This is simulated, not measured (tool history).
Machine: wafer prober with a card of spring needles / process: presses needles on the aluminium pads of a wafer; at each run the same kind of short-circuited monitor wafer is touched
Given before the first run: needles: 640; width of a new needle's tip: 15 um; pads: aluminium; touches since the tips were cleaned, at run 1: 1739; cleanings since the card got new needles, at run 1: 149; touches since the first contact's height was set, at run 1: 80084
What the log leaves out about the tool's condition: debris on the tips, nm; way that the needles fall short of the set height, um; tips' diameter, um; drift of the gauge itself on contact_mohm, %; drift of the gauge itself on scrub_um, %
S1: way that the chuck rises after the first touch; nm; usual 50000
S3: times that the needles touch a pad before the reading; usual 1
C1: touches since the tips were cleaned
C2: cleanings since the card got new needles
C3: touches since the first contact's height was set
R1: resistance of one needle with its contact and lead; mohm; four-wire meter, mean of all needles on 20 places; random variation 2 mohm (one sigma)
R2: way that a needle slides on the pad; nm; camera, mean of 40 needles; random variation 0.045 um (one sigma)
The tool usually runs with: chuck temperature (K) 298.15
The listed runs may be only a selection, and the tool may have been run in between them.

Run 1, hour 0: usual settings; C1 1739; C2 149; C3 80084. Result: R1 217 mohm, R2 9410 nm.
At hour 1.1: tips cleaned on abrasive film.
At hour 5.3: tips cleaned on abrasive film.
At hour 9.5: tips cleaned on abrasive film.
At hour 14.7: tips cleaned on abrasive film.
At hour 20: tips cleaned on abrasive film.
At hour 24.2: tips cleaned on abrasive film.
At hour 28.4: tips cleaned on abrasive film.
At hour 33.6: tips cleaned on abrasive film.
Run 2, hour 37.6: usual settings; C1 2182; C2 157; C3 99917. Result: R1 217 mohm, R2 9420 nm.
At hour 38.8: tips cleaned on abrasive film.
At hour 43: tips cleaned on abrasive film.
At hour 47.2: tips cleaned on abrasive film.
At hour 51.4: tips cleaned on abrasive film.
At hour 55.6: tips cleaned on abrasive film.
At hour 59.8: tips cleaned on abrasive film.
At hour 64: tips cleaned on abrasive film.
At hour 69.2: tips cleaned on abrasive film.
At hour 73.4: tips cleaned on abrasive film.
At hour 77.6: tips cleaned on abrasive film.
Run 3, hour 79.2: usual settings; C1 847; C2 167; C3 121730. Result: R1 218 mohm, R2 9420 nm.
At hour 82.3: tips cleaned on abrasive film.
At hour 86.5: tips cleaned on abrasive film.
At hour 91.8: tips cleaned on abrasive film.
At hour 96: tips cleaned on abrasive film.
At hour 100.2: tips cleaned on abrasive film.
At hour 104.4: tips cleaned on abrasive film.
At hour 108.5: tips cleaned on abrasive film.
At hour 109.9: height of the first contact set anew.
Run 4, hour 112.6: usual settings; C1 2042; C2 174; C3 1491. Result: R1 216 mohm, R2 9370 nm.
At hour 113.8: tips cleaned on abrasive film.
At hour 118: tips cleaned on abrasive film.
At hour 122.2: tips cleaned on abrasive film.
At hour 127.4: tips cleaned on abrasive film.
At hour 131.6: tips cleaned on abrasive film.
At hour 135.8: tips cleaned on abrasive film.
At hour 140: tips cleaned on abrasive film.
Run 5, hour 141.4: usual settings but S1 59000 nm; C1 773; C2 181; C3 16609. Result: R1 214 mohm, R2 11070 nm.
At hour 144.6: tips cleaned on abrasive film.
At hour 148.8: tips cleaned on abrasive film.
At hour 154: tips cleaned on abrasive film.
At hour 158.2: tips cleaned on abrasive film.
At hour 162.4: tips cleaned on abrasive film.
At hour 166.6: tips cleaned on abrasive film.
At hour 170.8: tips cleaned on abrasive film.
At hour 175: tips cleaned on abrasive film.
At hour 180.2: tips cleaned on abrasive film.
At hour 185.5: tips cleaned on abrasive film.
Run 6, hour 187.2: usual settings but S1 59000 nm; C1 927; C2 191; C3 40709. Result: R1 215 mohm, R2 11050 nm.
At hour 190.4: tips cleaned on abrasive film.
At hour 195.6: tips cleaned on abrasive film.
At hour 199.8: tips cleaned on abrasive film.
At hour 204: tips cleaned on abrasive film.
At hour 209.2: tips cleaned on abrasive film.
Run 7, hour 210.4: usual settings but S1 66000 nm; C1 666; C2 196; C3 52962. Result: R1 214 mohm, R2 12330 nm.
At hour 213.6: tips cleaned on abrasive film.
At hour 217.8: tips cleaned on abrasive film.
At hour 222: tips cleaned on abrasive film.
At hour 226.2: tips cleaned on abrasive film.
At hour 230.4: tips cleaned on abrasive film.
At hour 234.6: tips cleaned on abrasive film.
At hour 239.8: tips cleaned on abrasive film.
At hour 245.1: tips cleaned on abrasive film.
Run 8, hour 245.8: usual settings but S1 66000 nm; C1 400; C2 204; C3 71570. Result: R1 213 mohm, R2 12350 nm.
At hour 250: tips cleaned on abrasive film.
At hour 254.2: tips cleaned on abrasive film.
At hour 259.4: tips cleaned on abrasive film.
At hour 264.7: tips cleaned on abrasive film.
At hour 268.9: tips cleaned on abrasive film.
At hour 273.1: tips cleaned on abrasive film.
At hour 277.3: tips cleaned on abrasive film.
Run 9, hour 277.3: usual settings; C1 33; C2 211; C3 88155. Result: R1 216 mohm, R2 9480 nm.
At hour 281.5: tips cleaned on abrasive film.
At hour 285.7: tips cleaned on abrasive film.
At hour 290.9: tips cleaned on abrasive film.
At hour 295.1: tips cleaned on abrasive film.
At hour 300.4: tips cleaned on abrasive film.
At hour 305.6: tips cleaned on abrasive film.
At hour 309.8: tips cleaned on abrasive film.
Run 10, hour 310: usual settings but S1 51000 nm, chuck temperature (K) 370.15; C1 121; C2 218; C3 105376. Result: R1 231 mohm, R2 9560 nm.
At hour 314.2: tips cleaned on abrasive film.
At hour 318.4: tips cleaned on abrasive film.
At hour 322.6: tips cleaned on abrasive film.
At hour 326.8: tips cleaned on abrasive film.
At hour 331: tips cleaned on abrasive film.
At hour 335.2: tips cleaned on abrasive film.
At hour 339.4: tips cleaned on abrasive film.
At hour 344.6: tips cleaned on abrasive film.
Run 11, hour 347.8: usual settings but S1 51000 nm, chuck temperature (K) 300.15; C1 1709; C2 226; C3 125294. Result: R1 215 mohm, R2 9600 nm.
At hour 348.9: tips cleaned on abrasive film.
At hour 354.1: tips cleaned on abrasive film.
At hour 359.4: tips cleaned on abrasive film.
At hour 363.6: tips cleaned on abrasive film.
At hour 367.8: tips cleaned on abrasive film.
At hour 371.1: height of the first contact set anew.
At hour 372.3: tips cleaned on abrasive film.
At hour 377.5: tips cleaned on abrasive film.
At hour 382.7: tips cleaned on abrasive film.
At hour 387.9: tips cleaned on abrasive film.
At hour 392.4: tips cleaned on abrasive film.
Run 12, hour 392.4: usual settings but S1 51000 nm, chuck temperature (K) 300.15; C1 0; C2 236; C3 11178. Result: R1 215 mohm, R2 9630 nm.
At hour 397.6: tips cleaned on abrasive film.
At hour 402.9: tips cleaned on abrasive film.
At hour 407.1: tips cleaned on abrasive film.
At hour 411.2: tips cleaned on abrasive film.
At hour 415.4: tips cleaned on abrasive film.
At hour 419.6: tips cleaned on abrasive film.
At hour 424.7: tips cleaned on abrasive film.
Run 13, hour 424.7: usual settings but S1 51000 nm, chuck temperature (K) 333.15; C1 0; C2 243; C3 28174. Result: R1 231 mohm, R2 9620 nm.

What if the next run were any one of these 3? Each begins from the tool's condition after run 13:
At hour 428.9: tips cleaned on abrasive film.
At hour 433.1: tips cleaned on abrasive film.
At hour 437.3: tips cleaned on abrasive film.
At hour 441.5: tips cleaned on abrasive film.
At hour 445.7: tips cleaned on abrasive film.
At hour 450.9: tips cleaned on abrasive film.
At hour 455.1: tips cleaned on abrasive film.
At hour 460.3: tips cleaned on abrasive film.
Run A, hour 463.8: usual settings but S1 66000 nm, chuck temperature (K) 330.15, S3 3; C1 1878; C2 251; C3 48811. Result: R1 ?, R2 ?.
At hour 428.9: tips cleaned on abrasive film.
At hour 433.1: tips cleaned on abrasive film.
At hour 437.3: tips cleaned on abrasive film.
At hour 441.5: tips cleaned on abrasive film.
At hour 445.7: tips cleaned on abrasive film.
At hour 450.9: tips cleaned on abrasive film.
At hour 455.1: tips cleaned on abrasive film.
At hour 460.3: tips cleaned on abrasive film.
Run B, hour 463.8: usual settings but S1 63000 nm, S3 2; C1 1878; C2 251; C3 48811. Result: R1 ?, R2 ?.
At hour 428.9: tips cleaned on abrasive film.
At hour 433.1: tips cleaned on abrasive film.
At hour 437.3: tips cleaned on abrasive film.
At hour 441.5: tips cleaned on abrasive film.
At hour 445.7: tips cleaned on abrasive film.
At hour 450.9: tips cleaned on abrasive film.
At hour 455.1: tips cleaned on abrasive film.
At hour 460.3: tips cleaned on abrasive film.
Run C, hour 463.8: usual settings but S1 47000 nm, chuck temperature (K) 398.15; C1 1878; C2 251; C3 48811. Result: R1 ?, R2 ?.

run   R1     R2
  A  220  12380
  B  214  11790
  C  243   8810
Without the tool's unlogged condition, the same runs would have read:
run   R1     R2
  A  219  12380
  B  214  11790
  C  242   8810
